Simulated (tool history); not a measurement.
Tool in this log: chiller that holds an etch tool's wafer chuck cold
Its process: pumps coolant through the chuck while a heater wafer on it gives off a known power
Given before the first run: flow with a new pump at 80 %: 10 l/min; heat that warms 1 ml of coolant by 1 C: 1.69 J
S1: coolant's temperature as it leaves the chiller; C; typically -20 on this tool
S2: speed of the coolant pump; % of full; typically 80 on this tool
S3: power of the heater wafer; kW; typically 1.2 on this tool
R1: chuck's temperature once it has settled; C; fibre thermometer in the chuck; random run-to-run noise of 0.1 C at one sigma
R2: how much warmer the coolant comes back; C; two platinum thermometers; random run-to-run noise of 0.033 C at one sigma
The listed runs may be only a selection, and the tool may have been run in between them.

Run 1, hour 0: usual settings. Result: R1 -7.7 C, R2 4.51 C.
Run 2, hour 77: usual settings. Result: R1 -7.5 C, R2 4.44 C.
Run 3, hour 171.2: usual settings. Result: R1 -7.4 C, R2 4.46 C.
Run 4, hour 234: usual settings. Result: R1 -7.4 C, R2 4.48 C.
Run 5, hour 309.8: usual settings. Result: R1 -7.3 C, R2 4.47 C.
Run 6, hour 381.6: usual settings. Result: R1 -7.3 C, R2 4.47 C.
Run 7, hour 477.9: usual settings but S1 -17 C. Result: R1 -4.3 C, R2 4.49 C.
Run 8, hour 541.4: usual settings but S1 -17 C. Result: R1 -4.3 C, R2 4.48 C.
Run 9, hour 624.2: usual settings but S1 -17 C. Result: R1 -4.3 C, R2 4.5 C.
Run 10, hour 712: usual settings but S2 82 % of full. Result: R1 -7.4 C, R2 4.38 C.
Run 11, hour 762: usual settings but S1 -27 C. Result: R1 -14.2 C, R2 4.55 C.
Run 12, hour 809.8: usual settings but S1 -27 C. Result: R1 -14 C, R2 4.5 C.
At hour 824.3: coolant pump overhauled.
Run 13, hour 905.5: usual settings but S2 78 % of full. Result: R1 -6.5 C, R2 4.81 C.
Run 14, hour 1012.8: usual settings but S1 -19 C. Result: R1 -5.8 C, R2 4.69 C.
At hour 1070.1: coolant changed, channels flushed.
Run 15, hour 1084.1: usual settings but S1 -19 C. Result: R1 -7.6 C, R2 4.73 C.
At hour 1114: coolant pump overhauled, once more.
Run 16, hour 1190.9: usual settings but S1 -19 C, S3 1.288 kW. Result: R1 -7.9 C, R2 4.56 C.
Run 17, hour 1279.6: usual settings but S1 -14 C, S2 79 % of full, S3 0.796 kW. Result: R1 -7 C, R2 2.84 C.
Run 18, hour 1378.2: usual settings but S1 -14 C, S2 79 % of full, S3 0.796 kW. Result: R1 -7 C, R2 2.88 C.
Run 19, hour 1456.1: usual settings but S1 -16 C, S2 81 % of full, S3 0.796 kW. Result: R1 -9.1 C, R2 2.81 C.
Run 20, hour 1516.8: usual settings but S1 -28 C, S2 86 % of full, S3 1.461 kW. Result: R1 -15.9 C, R2 4.83 C.
Run 21, hour 1591.1: usual settings but S1 -23 C, S2 86 % of full, S3 1.476 kW. Result: R1 -11 C, R2 4.9 C.
Run 22, hour 1662.9: usual settings but S1 -23 C, S2 86 % of full, S3 1.476 kW. Result: R1 -10.8 C, R2 4.85 C.
Run 23, hour 1755.7: usual settings but S1 -23 C, S2 99 % of full, S3 1.099 kW. Result: R1 -15.1 C, R2 3.13 C.
At hour 1776.1: chiller's thermometer calibrated.
Run 24, hour 1816.2: usual settings but S1 -12 C, S2 95 % of full, S3 0.961 kW. Result: R1 -4.7 C, R2 2.79 C.
Run 25, hour 1893: usual settings but S1 -17 C, S2 94 % of full, S3 0.887 kW. Result: R1 -10 C, R2 2.59 C.
Run 26, hour 1970.2: usual settings but S1 -16 C, S2 66 % of full, S3 1.514 kW. Result: R1 0.3 C, R2 6.77 C.
Run 27, hour 2061.8: usual settings but S1 -24 C, S3 0.988 kW. Result: R1 -15.1 C, R2 3.58 C.
Run 28, hour 2135.9: usual settings but S1 -24 C, S3 0.988 kW. Result: R1 -15 C, R2 3.56 C.
Run 29, hour 2193.5: usual settings but S2 68 % of full. Result: R1 -7.3 C, R2 5.23 C.
Run 30, hour 2272.9: usual settings but S2 68 % of full. Result: R1 -7.3 C, R2 5.25 C.
Run 31, hour 2353.3: usual settings but S2 68 % of full. Result: R1 -7.2 C, R2 5.18 C.

Selected run-to-run steps in R1, each split into two signed amounts: the part the tool would show with no hidden state at all (from settings, incoming material and random variation), and the remainder, which goes to the hidden state together with any gauge scatter not common to the measured and the hidden-state-free results:
The hidden state here: heat passed by the chuck's channels, % of clean ones'; flow at a given pump speed, % of a new pump's; coolant's true temperature over the reading, C; drift of the gauge itself on chuck_c, C; drift of the gauge itself on warmer_back_c, C.
Run 12 -> 13: S1 -27 -> -20, S2 80 -> 78, coolant pump overhauled. R1 +7.5 C: hidden state +0.4, all else +7.1.
Run 14 -> 15: coolant changed, channels flushed. R1 -1.8 C: hidden state -1.9, all else +0.1.
Run 15 -> 16: S3 1.2 -> 1.288, coolant pump overhauled, once more. R1 -0.3 C: hidden state -0.9, all else +0.6.
Run 23 -> 24: S1 -23 -> -12, S2 99 -> 95, S3 1.099 -> 0.961, chiller's thermometer calibrated. R1 +10.4 C: hidden state +0.1, all else +10.3.
Run 25 -> 26: S1 -17 -> -16, S2 94 -> 66, S3 0.887 -> 1.514. R1 +10.3 C: hidden state +0.3, all else +10.
Run 26 -> 27: S1 -16 -> -24, S2 66 -> 80, S3 1.514 -> 0.988. R1 -15.4 C: hidden state -0.2, all else -15.2.

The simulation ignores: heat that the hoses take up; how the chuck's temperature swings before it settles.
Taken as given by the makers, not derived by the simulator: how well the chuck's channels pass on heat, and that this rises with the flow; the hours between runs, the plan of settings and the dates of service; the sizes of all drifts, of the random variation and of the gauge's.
